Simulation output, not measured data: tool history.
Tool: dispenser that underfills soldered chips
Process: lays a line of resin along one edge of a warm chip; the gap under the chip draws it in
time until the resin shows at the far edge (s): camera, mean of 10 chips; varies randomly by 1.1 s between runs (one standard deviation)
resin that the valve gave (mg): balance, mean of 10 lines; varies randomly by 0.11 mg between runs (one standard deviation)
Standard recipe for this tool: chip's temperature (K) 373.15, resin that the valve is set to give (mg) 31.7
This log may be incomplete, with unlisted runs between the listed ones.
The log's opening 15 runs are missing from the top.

run	hour	chip's temperature (K)	resin that the valve is set to give (mg)	hours of work since the syringe was changed	hours of work since the valve was cleaned	hours of work since the stage was calibrated	time until the resin shows at the far edge (s)	resin that the valve gave (mg)
# hour 79.2: new syringe of resin
16	83.4	384.15	31.7	3	48	198	85.7	30.59
17	88.6	363.15	31.7	6	52	202	195.6	30.50
# hour 89.4: new syringe of resin
# hour 92.1: dispensing valve cleaned and set on the balance
18	95.4	363.15	31.7	3	2	205	166.4	31.58
19	99.9	382.15	34.1	6	5	208	108.6	33.98
# hour 100.6: new syringe of resin
20	108.1	371.15	32.9	5	10	213	140.6	32.52
# hour 111.2: new syringe of resin
21	115.1	385.15	29.8	3	15	218	83.2	29.69
22	119.5	385.15	29.8	5	18	221	98.1	29.43
# hour 121.6: new syringe of resin
23	126.2	385.15	29.8	3	22	225	84.2	29.25
24	130.3	385.15	29.8	6	24	227	97.3	29.23
# hour 131.8: new syringe of resin
25	137.0	385.15	29.8	3	29	232	85.7	29.23
# hour 142.1: new syringe of resin
26	142.3	385.15	29.8	0	32	235	70.3	28.88
27	148.0	385.15	29.8	4	36	239	89.5	28.93
# hour 152.9: new syringe of resin
28	152.9	373.15	31.0	0	39	242	101.0	30.00
29	156.4	373.15	32.8	2	41	244	115.4	31.87
# hour 163.6: new syringe of resin
30	163.8	373.15	29.9	0	46	249	102.1	28.90
31	170.8	370.15	27.8	5	50	253	146.2	26.58
# hour 173.9: new syringe of resin
# hour 176.8: dispensing valve cleaned and set on the balance
32	178.2	373.15	27.8	2	1	257	114.5	27.83
33	181.5	373.15	27.8	4	3	259	129.8	27.59
# hour 185.2: new syringe of resin
34	189.3	373.15	27.8	3	8	264	118.1	27.49
# hour 195.7: new syringe of resin
35	197.5	373.15	37.4	1	13	269	105.7	36.82

Forecast each of these 3 alternatives for the next run:
A	204.7	378.15	31.1	6	18	274	?	?
B	204.7	373.15	34.2	6	18	274	?	?
C	204.7	378.15	37.4	6	18	274	?	?

run	time until the resin shows at the far edge (s)	resin that the valve gave (mg)
A	119.4	30.77
B	137.4	33.34
C	118.7	36.66
With no hidden state in the tool, these same runs would have given:
run	time until the resin shows at the far edge (s)	resin that the valve gave (mg)
A	88.2	31.35
B	101.5	33.98
C	87.8	37.36
